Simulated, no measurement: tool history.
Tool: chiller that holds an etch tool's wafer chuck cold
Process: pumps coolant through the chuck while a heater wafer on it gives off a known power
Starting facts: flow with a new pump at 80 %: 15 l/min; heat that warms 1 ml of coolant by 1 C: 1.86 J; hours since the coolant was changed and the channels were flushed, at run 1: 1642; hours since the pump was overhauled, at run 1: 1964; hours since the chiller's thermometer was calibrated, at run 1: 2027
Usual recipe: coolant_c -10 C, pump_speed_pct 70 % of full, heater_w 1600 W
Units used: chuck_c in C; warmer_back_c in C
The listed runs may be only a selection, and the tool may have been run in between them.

run   hour  coolant_c  pump_speed_pct  heater_w  hours since the coolant was changed and the channels were flushed  hours since the pump was overhauled  hours since the chiller's thermometer was calibrated  chuck_c  warmer_back_c
  1      0        -10              70      1600                                                               1642                                 1964                                                  2027      3.6           4.28
  2   38.3        -14              70      1600                                                               1680                                 2002                                                  2065     -0.3           4.32
  3   75.6        -10              70      1600                                                               1717                                 2040                                                  2103      3.7           4.25
  4  109.6        -10              70      1426                                                               1751                                 2074                                                  2137      2.3           3.86
  5    133        -10              70      1426                                                               1775                                 2097                                                  2160      2.4           3.86
  6  157.7        -10              70      1600                                                               1800                                 2122                                                  2185      3.8           4.26
  7  189.8        -10              73      1600                                                               1832                                 2154                                                  2217      3.3           4.22
  8  230.2        -10              73      1600                                                               1872                                 2194                                                  2257      3.5           4.19
  9  258.2         -8              70      1600                                                               1900                                 2222                                                  2285      5.7           4.34
 10  279.8        -10              70      1600                                                               1922                                 2244                                                  2307        4           4.33
 11  325.8         -9              70      1600                                                               1968                                 2290                                                  2353        5           4.39
 12  365.9         -9              70      1600                                                               2008                                 2330                                                  2393      4.9           4.36
 13  410.7         -9              70      1600                                                               2053                                 2375                                                  2438      5.1           4.42
 14  447.8         -9              70      2293                                                               2090                                 2412                                                  2475     10.9           6.29
 15  489.4        -17              67      2293                                                               2131                                 2454                                                  2516      3.8           6.55
 16  533.2        -10              70      1827                                                               2175                                 2497                                                  2560      6.3           5.03
 17  571.4        -10              70      1827                                                               2213                                 2535                                                  2598      6.3           5.02
 18  610.6        -11              74      1959                                                               2252                                 2575                                                  2637      5.6           5.06
 19    646        -11              88      1860                                                               2288                                 2610                                                  2673      3.1           4.06
 20  672.5         -8              88      2149                                                               2314                                 2637                                                  2699      8.5           4.71
 21  698.3         -8              71       988                                                               2340                                 2662                                                  2725        1           2.65
 22  722.8         -8              71       988                                                               2365                                 2687                                                  2750      0.9           2.69
 23  764.8         -8              91       988                                                               2407                                 2729                                                  2792     -0.2           2.07
 24  792.3        -16              79       924                                                               2434                                 2756                                                  2819       -8           2.25
 25  830.3        -16              79       924                                                               2472                                 2794                                                  2857     -8.2           2.32
 26  859.6         -7              74      2367                                                               2501                                 2824                                                  2887     13.6           6.25

Hidden state or all else? Some run-to-run changes of chuck_c, split into what the settings, what came in and random variation would give without the hidden state, and what is left for the hidden state (with any gauge scatter that isn't in both results):
The tool's hidden condition here consists of: heat passed by the chuck's channels, % of clean ones'; flow at a given pump speed, % of a new pump's; coolant's true temperature over the reading, C; drift of the gauge itself on chuck_c, C; drift of the gauge itself on warmer_back_c, C.
Run 20 -> 21: pump_speed_pct 88 -> 71, heater_w 2149 -> 988. chuck_c -7.5 C: hidden state -1.2, all else -6.3.
Run 23 -> 24: coolant_c -8 -> -16, pump_speed_pct 91 -> 79, heater_w 988 -> 924. chuck_c -7.8 C: hidden state +0, all else -7.8.
Run 25 -> 26: coolant_c -16 -> -7, pump_speed_pct 79 -> 74, heater_w 924 -> 2367. chuck_c +21.8 C: hidden state +2.1, all else +19.7.
